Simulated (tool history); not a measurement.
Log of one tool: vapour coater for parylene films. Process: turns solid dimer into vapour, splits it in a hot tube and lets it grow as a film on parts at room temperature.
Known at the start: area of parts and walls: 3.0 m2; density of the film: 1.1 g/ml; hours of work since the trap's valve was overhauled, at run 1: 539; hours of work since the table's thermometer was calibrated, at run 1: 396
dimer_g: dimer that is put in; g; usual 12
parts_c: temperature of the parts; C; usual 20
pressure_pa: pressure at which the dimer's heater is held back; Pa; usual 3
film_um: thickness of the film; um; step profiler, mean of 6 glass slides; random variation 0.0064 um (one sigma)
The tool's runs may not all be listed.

run     day  dimer_g  parts_c  pressure_pa  hours of work since the trap's valve was overhauled  hours of work since the table's thermometer was calibrated  film_um
  1       0       12       20            3                                                  539                                                         396    2.006
  2   0.512       12       20            3                                                  546                                                         402    1.993
  3   1.542       12       20            3                                                  559                                                         416    2.007
  4   2.258       12       20            3                                                  568                                                         425    1.996
  5   3.046        8       20            3                                                  578                                                         435    1.329
  6   3.529        8       20         2.14                                                  585                                                         442    1.388
  7   4.133        8       20         2.14                                                  593                                                         449    1.386
  8   5.083       12       20            3                                                  605                                                         462    2.011
  9   5.962       12       20            3                                                  616                                                         473    1.996
      6.783  -- trap's valve overhauled
 10   7.125       12       20            3                                                    4                                                         486    2.005
 11   7.575       12       18            3                                                   10                                                         492    2.194
 12   8.462       12       20            3                                                   22                                                         504    2.017
 13   9.288       12       20            3                                                   33                                                         514    2.008
 14  10.288       12       21            3                                                   46                                                         527    1.927
 15  11.125       12       20            3                                                   56                                                         538    2.003
 16  11.904       12       20            3                                                   67                                                         548    2.012
 17  12.325       12       20            3                                                   72                                                         554    2.009
 18  13.088       12       20            3                                                   82                                                         564     2.02
 19  14.096       12       20            3                                                   95                                                         577    2.014
 20  15.088       12       20            3                                                  108                                                         590    2.025
 21  15.854       12       20            3                                                  118                                                         600     2.02
 22  16.688       12       20            3                                                  129                                                         610     2.02
 23  17.462       12       20            3                                                  139                                                         620    2.041
 24  18.325       12       20         8.49                                                  150                                                         632    1.809
 25  19.208       12       20         2.59                                                  161                                                         643    2.056
 26  20.229       12       20         2.59                                                  175                                                         656    2.061
 27   20.85       12       20         2.04                                                  183                                                         665    2.115
 28  21.346       12       29            3                                                  189                                                         671    1.336
 29  21.996       12       29            3                                                  198                                                         679    1.347
 30  22.938       17       29         3.79                                                  210                                                         692    1.864
 31  23.854       17       29         3.79                                                  222                                                         704    1.857
 32  24.446       17       29         3.79                                                  230                                                         711    1.872
 33  25.438       18       29         4.25                                                  242                                                         724     1.95
 34  25.921       18       29         4.25                                                  249                                                         730    1.945
 35  26.779       15       23         2.98                                                  260                                                         742    2.228
 36  27.312        8       17        10.59                                                  267                                                         749    1.353
 37  27.783        8       27         9.89                                                  273                                                         755    0.865

Forecast run 38:
 38  28.396        8       27         9.89                                                  281                                                         763        ?

{"run 38": {"film_um": 0.867}}
Without the tool's hidden state the same run would have given film_um 0.852 um.

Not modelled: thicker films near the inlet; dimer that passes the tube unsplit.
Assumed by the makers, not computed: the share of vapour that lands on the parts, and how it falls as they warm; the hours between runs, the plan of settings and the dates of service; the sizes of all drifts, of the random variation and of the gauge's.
